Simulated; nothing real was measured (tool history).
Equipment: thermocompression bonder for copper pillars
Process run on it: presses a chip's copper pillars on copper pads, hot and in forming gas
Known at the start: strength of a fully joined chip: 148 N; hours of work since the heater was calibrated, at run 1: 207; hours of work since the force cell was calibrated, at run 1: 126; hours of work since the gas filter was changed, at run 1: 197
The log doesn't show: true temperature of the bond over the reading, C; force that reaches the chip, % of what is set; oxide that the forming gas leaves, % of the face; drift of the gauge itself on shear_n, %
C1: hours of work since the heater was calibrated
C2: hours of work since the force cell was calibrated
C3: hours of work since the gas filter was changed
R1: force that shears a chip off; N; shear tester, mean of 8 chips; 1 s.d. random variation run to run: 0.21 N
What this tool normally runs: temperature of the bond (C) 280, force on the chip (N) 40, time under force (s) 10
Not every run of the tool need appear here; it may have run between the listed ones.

{"run": 1, "hour": 0.0, "temperature of the bond (C)": 280, "force on the chip (N)": 40, "time under force (s)": 10, "C1": 207, "C2": 126, "C3": 197, "R1": 79.5}
{"run": 2, "hour": 10.6, "temperature of the bond (C)": 280, "force on the chip (N)": 40, "time under force (s)": 10, "C1": 215, "C2": 134, "C3": 205, "R1": 79.0}
{"run": 3, "hour": 20.9, "temperature of the bond (C)": 280, "force on the chip (N)": 40, "time under force (s)": 10, "C1": 223, "C2": 142, "C3": 213, "R1": 79.0}
{"run": 4, "hour": 30.4, "temperature of the bond (C)": 280, "force on the chip (N)": 55, "time under force (s)": 10, "C1": 231, "C2": 149, "C3": 220, "R1": 97.8}
{"run": 5, "hour": 37.6, "temperature of the bond (C)": 280, "force on the chip (N)": 55, "time under force (s)": 10, "C1": 236, "C2": 155, "C3": 226, "R1": 98.0}
{"run": 6, "hour": 45.2, "temperature of the bond (C)": 280, "force on the chip (N)": 55, "time under force (s)": 10, "C1": 242, "C2": 161, "C3": 232, "R1": 97.7}
{"run": 7, "hour": 52.4, "temperature of the bond (C)": 280, "force on the chip (N)": 55, "time under force (s)": 10, "C1": 248, "C2": 167, "C3": 238, "R1": 98.5}
{"run": 8, "hour": 58.7, "temperature of the bond (C)": 280, "force on the chip (N)": 53, "time under force (s)": 10, "C1": 253, "C2": 172, "C3": 243, "R1": 95.5}
{"run": 9, "hour": 66.9, "temperature of the bond (C)": 280, "force on the chip (N)": 53, "time under force (s)": 10, "C1": 259, "C2": 178, "C3": 249, "R1": 95.3}
{"run": 10, "hour": 76.0, "temperature of the bond (C)": 280, "force on the chip (N)": 35, "time under force (s)": 10, "C1": 266, "C2": 185, "C3": 256, "R1": 71.2}
{"run": 11, "hour": 86.8, "temperature of the bond (C)": 280, "force on the chip (N)": 40, "time under force (s)": 10, "C1": 275, "C2": 194, "C3": 265, "R1": 78.1}
{"run": 12, "hour": 91.8, "temperature of the bond (C)": 280, "force on the chip (N)": 40, "time under force (s)": 10, "C1": 279, "C2": 197, "C3": 268, "R1": 78.5}
{"run": 13, "hour": 100.6, "temperature of the bond (C)": 256, "force on the chip (N)": 37, "time under force (s)": 6, "C1": 285, "C2": 204, "C3": 275, "R1": 41.7}
{"run": 14, "hour": 106.7, "temperature of the bond (C)": 256, "force on the chip (N)": 37, "time under force (s)": 6, "C1": 290, "C2": 209, "C3": 280, "R1": 41.7}
{"run": 15, "hour": 116.5, "temperature of the bond (C)": 288, "force on the chip (N)": 34, "time under force (s)": 25, "C1": 298, "C2": 217, "C3": 288, "R1": 100.6}
{"run": 16, "hour": 122.7, "temperature of the bond (C)": 261, "force on the chip (N)": 25, "time under force (s)": 12, "C1": 303, "C2": 222, "C3": 293, "R1": 41.8}
{"hour": 124.8, "done": "forming gas filter changed"}
{"run": 17, "hour": 132.1, "temperature of the bond (C)": 304, "force on the chip (N)": 40, "time under force (s)": 29, "C1": 310, "C2": 229, "C3": 6, "R1": 126.3}
{"run": 18, "hour": 137.5, "temperature of the bond (C)": 286, "force on the chip (N)": 27, "time under force (s)": 5, "C1": 314, "C2": 233, "C3": 10, "R1": 46.8}
{"run": 19, "hour": 143.8, "temperature of the bond (C)": 280, "force on the chip (N)": 46, "time under force (s)": 10, "C1": 319, "C2": 238, "C3": 15, "R1": 86.3}
{"run": 20, "hour": 153.2, "temperature of the bond (C)": 280, "force on the chip (N)": 40, "time under force (s)": 7, "C1": 326, "C2": 245, "C3": 22, "R1": 68.7}
{"run": 21, "hour": 158.6, "temperature of the bond (C)": 268, "force on the chip (N)": 33, "time under force (s)": 10, "C1": 330, "C2": 249, "C3": 26, "R1": 55.9}

Each row is a separate what-if for the run after 21, all from the same tool condition, not one after another. Results?
{"run": "A", "hour": 163.8, "temperature of the bond (C)": 296, "force on the chip (N)": 25, "time under force (s)": 10, "C1": 334, "C2": 253, "C3": 31, "R1": "?"}
{"run": "B", "hour": 163.8, "temperature of the bond (C)": 280, "force on the chip (N)": 50, "time under force (s)": 10, "C1": 334, "C2": 253, "C3": 31, "R1": "?"}
{"run": "C", "hour": 163.8, "temperature of the bond (C)": 266, "force on the chip (N)": 58, "time under force (s)": 13, "C1": 334, "C2": 253, "C3": 31, "R1": "?"}

run=A R1=66.0
run=B R1=90.6
run=C R1=92.1
With no hidden state in the tool, these same runs would have given:
run=A R1=67.2
run=B R1=92.3
run=C R1=93.8
